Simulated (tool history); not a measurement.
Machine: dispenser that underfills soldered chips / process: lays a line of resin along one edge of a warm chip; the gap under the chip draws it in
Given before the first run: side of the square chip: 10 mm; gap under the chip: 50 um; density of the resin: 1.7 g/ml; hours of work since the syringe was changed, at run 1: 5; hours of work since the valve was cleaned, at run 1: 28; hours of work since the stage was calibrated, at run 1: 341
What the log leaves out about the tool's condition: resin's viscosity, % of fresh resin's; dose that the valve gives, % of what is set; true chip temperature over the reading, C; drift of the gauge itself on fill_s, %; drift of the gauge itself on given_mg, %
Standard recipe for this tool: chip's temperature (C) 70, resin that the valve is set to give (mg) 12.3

run,hour,chip's temperature (C),resin that the valve is set to give (mg),hours of work since the syringe was changed,hours of work since the valve was cleaned,hours of work since the stage was calibrated,time until the resin shows at the far edge (s),resin that the valve gave (mg)
1,0.0,70,12.3,5,28,341,118.7,12.01
# hour 9.2: new syringe of resin
2,11.8,70,12.3,2,37,349,101.5,12.03
3,19.8,71,12.3,7,42,355,127.3,11.79
# hour 26.6: new syringe of resin
4,27.5,71,12.3,1,47,360,93.9,11.90
5,34.7,71,12.3,6,52,365,118.1,11.89
# hour 44.0: new syringe of resin
6,45.5,71,12.3,1,60,373,91.9,11.81
7,53.5,71,12.3,7,66,378,118.0,11.77
# hour 60.8: new syringe of resin
8,62.2,70,12.3,1,71,384,98.0,11.68
9,72.1,70,14.4,8,78,391,127.9,13.44
# hour 77.8: new syringe of resin
10,78.8,70,14.4,1,83,396,94.5,13.44
11,84.6,70,14.4,5,87,400,114.1,13.50
12,93.9,56,10.7,11,94,406,296.0,10.11
# hour 95.0: new syringe of resin
13,100.0,58,13.7,3,98,410,180.9,12.71
# hour 104.5: dispensing valve cleaned and set on the balance
# hour 113.1: new syringe of resin
14,114.5,68,15.8,1,7,420,101.7,15.73
15,121.3,79,11.4,6,12,424,86.1,11.36
# hour 130.8: new syringe of resin
16,134.6,79,11.4,3,21,434,72.8,11.28
17,146.9,79,11.4,11,29,442,108.8,11.20
# hour 148.4: new syringe of resin
18,153.3,78,14.5,3,34,447,76.4,14.29
19,161.0,78,14.5,9,39,452,98.1,14.05
# hour 165.2: new syringe of resin
20,170.8,76,11.3,4,46,459,90.0,10.88
21,179.2,61,10.9,10,52,465,211.7,10.39

Hidden state at the last listed run before each entry between runs and at the first one after, where it differs:
In the gap between runs 1 and 2: new syringe of resin (hour 9.2)
  resin's viscosity, % of fresh resin's: 126.3 -> 110.5; dose that the valve gives, % of what is set: 97.91 -> 97.33; true chip temperature over the reading, C: 2.01 -> 2.05
  measured minus no-state result, time until the resin shows at the far edge (s): +17.1 -> +2.1; resin that the valve gave (mg): -0.25 -> -0.33
In the gap between runs 3 and 4: new syringe of resin (hour 26.6)
  resin's viscosity, % of fresh resin's: 142 -> 105.3; dose that the valve gives, % of what is set: 96.93 -> 96.57; true chip temperature over the reading, C: 2.08 -> 2.11
  measured minus no-state result, time until the resin shows at the far edge (s): +30.3 -> -2.5; resin that the valve gave (mg): -0.38 -> -0.43
In the gap between runs 5 and 6: new syringe of resin (hour 44.0)
  resin's viscosity, % of fresh resin's: 132.2 -> 103.2; dose that the valve gives, % of what is set: 96.25 -> 95.69; true chip temperature over the reading, C: 2.13 -> 2.17
  measured minus no-state result, time until the resin shows at the far edge (s): +21.4 -> -4.5; resin that the valve gave (mg): -0.46 -> -0.53
In the gap between runs 7 and 8: new syringe of resin (hour 60.8)
  resin's viscosity, % of fresh resin's: 132.5 -> 103.3; dose that the valve gives, % of what is set: 95.28 -> 94.87; true chip temperature over the reading, C: 2.2 -> 2.23
  measured minus no-state result, time until the resin shows at the far edge (s): +21.6 -> -4.7; resin that the valve gave (mg): -0.58 -> -0.63
In the gap between runs 9 and 10: new syringe of resin (hour 77.8)
  resin's viscosity, % of fresh resin's: 141.1 -> 103.8; dose that the valve gives, % of what is set: 94.42 -> 94.1; true chip temperature over the reading, C: 2.27 -> 2.29
  measured minus no-state result, time until the resin shows at the far edge (s): +29.0 -> -4.9; resin that the valve gave (mg): -0.80 -> -0.85
In the gap between runs 12 and 13: new syringe of resin (hour 95.0)
  resin's viscosity, % of fresh resin's: 167 -> 118.3; dose that the valve gives, % of what is set: 93.38 -> 93.09; true chip temperature over the reading, C: 2.35 -> 2.37
  measured minus no-state result, time until the resin shows at the far edge (s): +104.5 -> +12.8; resin that the valve gave (mg): -0.71 -> -0.94
In the gap between runs 13 and 14: dispensing valve cleaned and set on the balance (hour 104.5); new syringe of resin (hour 113.1)
  resin's viscosity, % of fresh resin's: 118.3 -> 104.9; dose that the valve gives, % of what is set: 93.09 -> 99.6; true chip temperature over the reading, C: 2.37 -> 2.42
  measured minus no-state result, time until the resin shows at the far edge (s): +12.8 -> -5.5; resin that the valve gave (mg): -0.94 -> -0.06
In the gap between runs 15 and 16: new syringe of resin (hour 130.8)
  resin's viscosity, % of fresh resin's: 129.9 -> 111.4; dose that the valve gives, % of what is set: 99.3 -> 98.69; true chip temperature over the reading, C: 2.45 -> 2.5
  measured minus no-state result, time until the resin shows at the far edge (s): +13.3 -> +1.1; resin that the valve gave (mg): -0.08 -> -0.15
In the gap between runs 17 and 18: new syringe of resin (hour 148.4)
  resin's viscosity, % of fresh resin's: 164.5 -> 116.5; dose that the valve gives, % of what is set: 98.09 -> 97.81; true chip temperature over the reading, C: 2.55 -> 2.57
  measured minus no-state result, time until the resin shows at the far edge (s): +36.2 -> +4.1; resin that the valve gave (mg): -0.22 -> -0.32
In the gap between runs 19 and 20: new syringe of resin (hour 165.2)
  resin's viscosity, % of fresh resin's: 148.8 -> 118.9; dose that the valve gives, % of what is set: 97.48 -> 96.98; true chip temperature over the reading, C: 2.6 -> 2.64
  measured minus no-state result, time until the resin shows at the far edge (s): +25.4 -> +6.8; resin that the valve gave (mg): -0.37 -> -0.34
